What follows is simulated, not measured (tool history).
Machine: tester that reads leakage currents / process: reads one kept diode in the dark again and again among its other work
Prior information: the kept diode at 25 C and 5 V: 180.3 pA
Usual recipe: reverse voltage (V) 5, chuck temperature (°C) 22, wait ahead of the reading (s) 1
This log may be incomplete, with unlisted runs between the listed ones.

| run | day | reverse voltage (V) | chuck temperature (°C) | wait ahead of the reading (s) | current that the tester gives (pA) |
|---|---|---|---|---|---|
| 1 | 0 | 5 | 22 | 1 | 148.06 |
| 2 | 0.992 | 1.6 | 22 | 1 | 87.47 |
| 3 | 2.162 | 1.6 | 22 | 1 | 86.82 |
| 4 | 3.2 | 5 | 23 | 1 | 160.96 |
| 5 | 4.071 | 5 | 23 | 1 | 161.96 |
| 6 | 5.104 | 5 | 23 | 1 | 162.61 |
| 7 | 6.204 | 5 | 22 | 2.18 | 149.38 |
| 8 | 7.004 | 5 | 40 | 1 | 632.14 |
| 9 | 8.354 | 5 | 40 | 1 | 633.29 |
| 10 | 9.642 | 5 | 22 | 1 | 150.44 |
| 11 | 10.421 | 5 | 22 | 1 | 151.38 |
| 12 | 11.675 | 5 | 22 | 1 | 151.15 |
| 13 | 12.746 | 5 | 22 | 1 | 152.22 |
| 14 | 13.983 | 5 | 22 | 1 | 151.7 |
| 15 | 14.754 | 5 | 23 | 1 | 166.29 |
| 16 | 15.317 | 5 | 23 | 1 | 166.07 |
| 17 | 16.542 | 5 | 23 | 1 | 166.75 |
| 18 | 17.258 | 5 | 23 | 1 | 166.2 |
| 19 | 18.446 | 5 | 23 | 1 | 168.02 |
| 20 | 19.221 | 5 | 23 | 1 | 167.52 |
| 21 | 19.825 | 3.58 | 21 | 1 | 121.36 |
| 22 | 20.458 | 1.36 | 33 | 2.86 | 205.88 |
| 23 | 21.262 | 5 | 42 | 7.41 | 751.85 |
| 24 | 22.088 | 5 | 42 | 1.3 | 755.66 |
| 25 | 22.908 | 2.81 | 47 | 1.3 | 838.45 |
| 26 | 24.242 | 4.75 | 20 | 1.3 | 128.44 |
| 27 | 25.012 | 1.1 | 20 | 5.89 | 64.87 |
| 28 | 26.371 | 2.32 | 42 | 0.69 | 535.88 |
| 29 | 27.717 | 1.06 | 23 | 1 | 82.24 |
| 30 | 28.467 | 1.06 | 23 | 1.26 | 82.29 |
| 31 | 29.829 | 1.06 | 23 | 1.26 | 82.64 |
| 32 | 30.646 | 1.06 | 23 | 5.01 | 82.87 |
| 33 | 31.296 | 1.06 | 27 | 3.4 | 114.97 |
| 34 | 32.517 | 3.15 | 23 | 4.14 | 137.93 |
| 35 | 33.692 | 2.77 | 36 | 1 | 370.53 |
| 36 | 34.475 | 2.98 | 23 | 1.62 | 134.35 |

Alternative continuations, all from the tool just after run 36; predict every row:
| A | 35.821 | 5 | 22 | 1.91 | ? |
| B | 35.821 | 11.96 | 60 | 4.46 | ? |
| C | 35.821 | 5 | 22 | 4.45 | ? |
| D | 35.821 | 1.5 | 37 | 2.82 | ? |
| E | 35.821 | 3.75 | 31 | 1 | ? |

| run | current that the tester gives (pA) |
|---|---|
| A | 160.1 |
| B | 4107.09 |
| C | 159.35 |
| D | 304.27 |
| E | 289.29 |
Had the tool no hidden state, the same runs would have come out as:
| run | current that the tester gives (pA) |
|---|---|
| A | 140.39 |
| B | 3852.15 |
| C | 139.7 |
| D | 281.45 |
| E | 263.19 |

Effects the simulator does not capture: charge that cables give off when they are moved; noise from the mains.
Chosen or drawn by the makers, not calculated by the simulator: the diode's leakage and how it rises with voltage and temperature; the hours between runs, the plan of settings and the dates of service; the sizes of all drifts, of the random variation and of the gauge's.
